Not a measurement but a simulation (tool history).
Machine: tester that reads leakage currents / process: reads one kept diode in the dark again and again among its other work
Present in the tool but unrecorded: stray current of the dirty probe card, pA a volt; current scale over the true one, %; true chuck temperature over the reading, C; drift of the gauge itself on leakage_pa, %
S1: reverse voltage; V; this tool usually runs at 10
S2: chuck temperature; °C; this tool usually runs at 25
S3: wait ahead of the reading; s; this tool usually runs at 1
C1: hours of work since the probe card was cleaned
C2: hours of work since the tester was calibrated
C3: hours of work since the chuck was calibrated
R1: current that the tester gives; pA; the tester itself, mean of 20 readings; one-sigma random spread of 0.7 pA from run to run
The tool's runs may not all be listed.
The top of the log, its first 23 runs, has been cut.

{"run": 24, "day": 152.279, "S1": 9.9, "S2": 50, "S3": 1, "C1": 1533, "C2": 504, "C3": 1312, "R1": 1469.82}
{"run": 25, "day": 160.462, "S1": 4.1, "S2": 53, "S3": 4.01, "C1": 1633, "C2": 604, "C3": 1412, "R1": 1323.06}
{"day": 162.296, "done": "chuck's temperature calibrated"}
{"run": 26, "day": 166.358, "S1": 4.1, "S2": 53, "S3": 4.01, "C1": 1704, "C2": 675, "C3": 50, "R1": 1199.74}
{"run": 27, "day": 172.708, "S1": 4.1, "S2": 53, "S3": 4.01, "C1": 1782, "C2": 753, "C3": 127, "R1": 1198.75}
{"run": 28, "day": 181.529, "S1": 4.1, "S2": 53, "S3": 4.01, "C1": 1890, "C2": 861, "C3": 235, "R1": 1217.91}
{"run": 29, "day": 188.054, "S1": 8.3, "S2": 43, "S3": 8.96, "C1": 1970, "C2": 941, "C3": 315, "R1": 813.03}
{"day": 194.35, "done": "probe card cleaned and baked"}
{"run": 30, "day": 194.888, "S1": 11.8, "S2": 37, "S3": 1, "C1": 7, "C2": 1023, "C3": 397, "R1": 609.35}
{"run": 31, "day": 203.742, "S1": 6.1, "S2": 27, "S3": 1, "C1": 115, "C2": 1131, "C3": 506, "R1": 238.61}

Forecast each of these 3 alternatives for the next run:
{"run": "A", "day": 212.629, "S1": 6.2, "S2": 43, "S3": 0.82, "C1": 224, "C2": 1240, "C3": 615, "R1": "?"}
{"run": "B", "day": 212.629, "S1": 12, "S2": 23, "S3": 0.34, "C1": 224, "C2": 1240, "C3": 615, "R1": "?"}
{"run": "C", "day": 212.629, "S1": 7.2, "S2": 51, "S3": 4.1, "C1": 224, "C2": 1240, "C3": 615, "R1": "?"}

run=A R1=752.33
run=B R1=235.75
run=C R1=1334.78
With no hidden state in the tool, these same runs would have given:
run=A R1=715.57
run=B R1=222.1
run=C R1=1272.75
